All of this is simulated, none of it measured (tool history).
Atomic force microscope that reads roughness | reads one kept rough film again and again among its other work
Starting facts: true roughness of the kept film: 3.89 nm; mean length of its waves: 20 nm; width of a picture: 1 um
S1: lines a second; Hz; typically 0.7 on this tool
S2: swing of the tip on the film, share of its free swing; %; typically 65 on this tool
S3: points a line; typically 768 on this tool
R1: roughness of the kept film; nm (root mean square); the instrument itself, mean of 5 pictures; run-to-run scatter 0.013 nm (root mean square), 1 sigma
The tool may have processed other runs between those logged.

| run | hour | S1 | S2 | S3 | R1 |
|---|---|---|---|---|---|
| 1 | 0 | 0.7 | 65 | 768 | 1.873 |
| 2 | 30.9 | 0.7 | 65 | 768 | 1.722 |
|  | 43.8 | new tip fitted |
| 3 | 56.3 | 0.7 | 65 | 768 | 2.809 |
| 4 | 75.2 | 2.928 | 65 | 768 | 2.505 |
| 5 | 95.8 | 2.928 | 78 | 768 | 2.205 |
| 6 | 128.6 | 2.176 | 65 | 768 | 2.12 |
|  | 131.3 | height scale calibrated on a step standard |
| 7 | 148.5 | 0.7 | 84 | 331 | 1.98 |
| 8 | 169.1 | 0.589 | 89 | 768 | 1.905 |
|  | 197.4 | height scale calibrated on a step standard, once more |
| 9 | 199.7 | 0.844 | 85 | 768 | 1.765 |
| 10 | 214 | 0.922 | 58 | 738 | 1.738 |
| 11 | 229.8 | 3.7 | 57 | 319 | 1.599 |
|  | 246 | new tip fitted |
| 12 | 249 | 2.456 | 88 | 829 | 2.61 |

How would selected steps in R1 from run to run divide? Give the signed amount a tool lacking its hidden state would still show from settings, what came in and random variation, and the signed amount left for the hidden state, including any gauge scatter that is not in both of the compared results.
Hidden state present: radius of the tip, nm; height scale over the true one, %; drift of the gauge itself on roughness_nm, %.
Run 2 -> 3: new tip fitted. R1 +1.087 nm (root mean square): hidden state +1.076, all else +0.011.
Run 11 -> 12: S1 3.7 -> 2.456, S2 57 -> 88, S3 319 -> 829, new tip fitted. R1 +1.011 nm (root mean square): hidden state +1.2, all else -0.189.
